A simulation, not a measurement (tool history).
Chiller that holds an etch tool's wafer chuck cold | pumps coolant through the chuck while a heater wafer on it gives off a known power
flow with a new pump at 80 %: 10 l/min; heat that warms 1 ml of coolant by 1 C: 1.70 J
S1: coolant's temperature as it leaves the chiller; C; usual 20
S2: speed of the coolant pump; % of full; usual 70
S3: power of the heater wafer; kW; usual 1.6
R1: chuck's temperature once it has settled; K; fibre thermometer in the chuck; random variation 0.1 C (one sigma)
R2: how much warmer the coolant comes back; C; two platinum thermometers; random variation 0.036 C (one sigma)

Run 1, hour 0: usual settings. Result: R1 307.85 K, R2 6.69 C.
Run 2, hour 138.9: usual settings but S1 27 C. Result: R1 315.05 K, R2 6.66 C.
Run 3, hour 255.5: usual settings but S1 27 C. Result: R1 315.25 K, R2 6.73 C.
Run 4, hour 408.2: usual settings but S1 27 C. Result: R1 315.05 K, R2 6.68 C.
Run 5, hour 547.4: usual settings but S1 27 C. Result: R1 315.55 K, R2 6.73 C.
Run 6, hour 629.8: usual settings but S1 27 C. Result: R1 315.35 K, R2 6.78 C.
At hour 682.4: chiller's thermometer calibrated.
Run 7, hour 739.7: usual settings but S1 22 C. Result: R1 310.85 K, R2 6.79 C.
Run 8, hour 874.6: usual settings but S2 87 % of full. Result: R1 306.05 K, R2 5.46 C.
Run 9, hour 969: usual settings but S2 87 % of full. Result: R1 306.25 K, R2 5.47 C.
Run 10, hour 1128.6: usual settings but S2 87 % of full. Result: R1 306.15 K, R2 5.44 C.
Run 11, hour 1227.2: usual settings but S2 87 % of full. Result: R1 306.35 K, R2 5.46 C.
Run 12, hour 1370.8: usual settings but S2 87 % of full. Result: R1 306.35 K, R2 5.53 C.
Run 13, hour 1539.3: usual settings but S2 87 % of full, S3 2.182 kW. Result: R1 311.25 K, R2 7.5 C.
Run 14, hour 1661.9: usual settings but S2 87 % of full, S3 2.182 kW. Result: R1 311.55 K, R2 7.51 C.
Run 15, hour 1737.4: usual settings but S2 87 % of full, S3 2.182 kW. Result: R1 311.45 K, R2 7.57 C.
Run 16, hour 1852.2: usual settings but S3 1.089 kW. Result: R1 304.15 K, R2 4.63 C.
Run 17, hour 2029.4: usual settings but S3 1.089 kW. Result: R1 304.35 K, R2 4.74 C.
Run 18, hour 2147.8: usual settings but S2 87 % of full, S3 1.089 kW. Result: R1 302.55 K, R2 3.79 C.
At hour 2328.4: coolant changed, channels flushed.
Run 19, hour 2328.4: usual settings but S1 14 C, S2 80 % of full, S3 2.36 kW. Result: R1 305.75 K, R2 8.96 C.
Run 20, hour 2418.6: usual settings but S1 23 C, S2 62 % of full, S3 1.683 kW. Result: R1 312.75 K, R2 8.25 C.
Run 21, hour 2506.9: usual settings but S1 22 C, S3 2.107 kW. Result: R1 314.15 K, R2 9.08 C.
Run 22, hour 2584.4: usual settings but S1 22 C, S2 95 % of full, S3 0.813 kW. Result: R1 300.65 K, R2 2.65 C.
Run 23, hour 2710.2: usual settings but S1 27 C, S2 90 % of full, S3 0.827 kW. Result: R1 306.15 K, R2 2.84 C.
Run 24, hour 2802.5: usual settings but S1 27 C, S2 90 % of full, S3 0.827 kW. Result: R1 306.05 K, R2 2.82 C.
Run 25, hour 2879.5: usual settings but S1 27 C, S2 90 % of full, S3 0.827 kW. Result: R1 306.05 K, R2 2.8 C.
Run 26, hour 2980.5: usual settings but S1 11 C, S2 77 % of full, S3 0.806 kW. Result: R1 290.95 K, R2 3.17 C.
Run 27, hour 3057: usual settings but S1 13 C, S2 67 % of full, S3 1.153 kW. Result: R1 297.15 K, R2 5.28 C.
Run 28, hour 3216.5: usual settings but S1 21 C, S2 66 % of full, S3 2.198 kW. Result: R1 315.45 K, R2 10.29 C.
Run 29, hour 3370: usual settings but S1 21 C, S2 66 % of full, S3 2.198 kW. Result: R1 315.75 K, R2 10.26 C.
Run 30, hour 3515.1: usual settings but S1 11 C, S2 73 % of full, S3 1.075 kW. Result: R1 293.95 K, R2 4.59 C.

3 ways to go on from here, each from the tool as it stands after run 30. What would each give?
Run A, hour 3658.8: usual settings but S1 19 C. Result: R1 ?, R2 ?.
Run B, hour 3658.8: usual settings but S1 11 C, S2 63 % of full, S3 0.845 kW. Result: R1 ?, R2 ?.
Run C, hour 3658.8: usual settings but S1 12 C, S3 1.195 kW. Result: R1 ?, R2 ?.

run      R1    R2
  A  307.25  7.12
  B  292.85  4.14
  C  296.35  5.29
Without the tool's hidden state the same runs would have given:
run      R1    R2
  A  305.65  6.48
  B  292.05  3.77
  C  295.15  4.81

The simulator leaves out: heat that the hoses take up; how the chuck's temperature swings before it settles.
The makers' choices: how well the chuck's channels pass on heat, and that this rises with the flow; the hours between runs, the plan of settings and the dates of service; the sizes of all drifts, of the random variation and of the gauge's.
